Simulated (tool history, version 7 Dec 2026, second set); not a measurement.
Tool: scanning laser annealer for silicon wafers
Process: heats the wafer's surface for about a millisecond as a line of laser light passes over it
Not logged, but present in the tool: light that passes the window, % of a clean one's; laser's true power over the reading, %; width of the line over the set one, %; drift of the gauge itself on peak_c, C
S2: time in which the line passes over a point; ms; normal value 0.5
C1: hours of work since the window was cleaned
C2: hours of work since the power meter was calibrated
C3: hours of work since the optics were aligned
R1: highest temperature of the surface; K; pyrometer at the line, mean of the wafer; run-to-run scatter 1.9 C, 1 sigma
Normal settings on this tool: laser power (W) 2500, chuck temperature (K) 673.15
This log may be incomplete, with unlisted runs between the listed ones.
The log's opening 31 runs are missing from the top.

run 32 hour=437 | laser_power_(W)=2428 S2=0.485 chuck_temperature_(K)=663.15 | C1=145 C2=268 C3=309 | R1=1332.15
run 33 hour=453.7 | laser_power_(W)=2428 S2=0.485 chuck_temperature_(K)=663.15 | C1=154 C2=277 C3=318 | R1=1331.15
run 34 hour=470.8 | laser_power_(W)=2381 S2=0.536 chuck_temperature_(K)=673.15 | C1=163 C2=286 C3=327 | R1=1362.15
run 35 hour=482.2 | laser_power_(W)=2500 S2=0.5 chuck_temperature_(K)=661.15 | C1=169 C2=292 C3=333 | R1=1370.15
run 36 hour=496.2 | laser_power_(W)=2500 S2=0.41 chuck_temperature_(K)=678.15 | C1=177 C2=299 C3=341 | R1=1307.15
run 37 hour=513.2 | laser_power_(W)=2500 S2=0.455 chuck_temperature_(K)=673.15 | C1=186 C2=308 C3=350 | R1=1345.15
run 38 hour=521.3 | laser_power_(W)=2500 S2=0.454 chuck_temperature_(K)=673.15 | C1=190 C2=313 C3=354 | R1=1339.15
run 39 hour=532.5 | laser_power_(W)=2500 S2=0.454 chuck_temperature_(K)=673.15 | C1=196 C2=319 C3=360 | R1=1343.15

What does the tool deliver on the next run?
run 40 hour=547.8 | laser_power_(W)=2500 S2=0.454 chuck_temperature_(K)=673.15 | C1=204 C2=327 C3=368 | R1=?

{"run 40": {"R1": 1340.15}}
With the hidden condition absent and the run-to-run variation left alone, this run would have shown R1 1340.15 K.
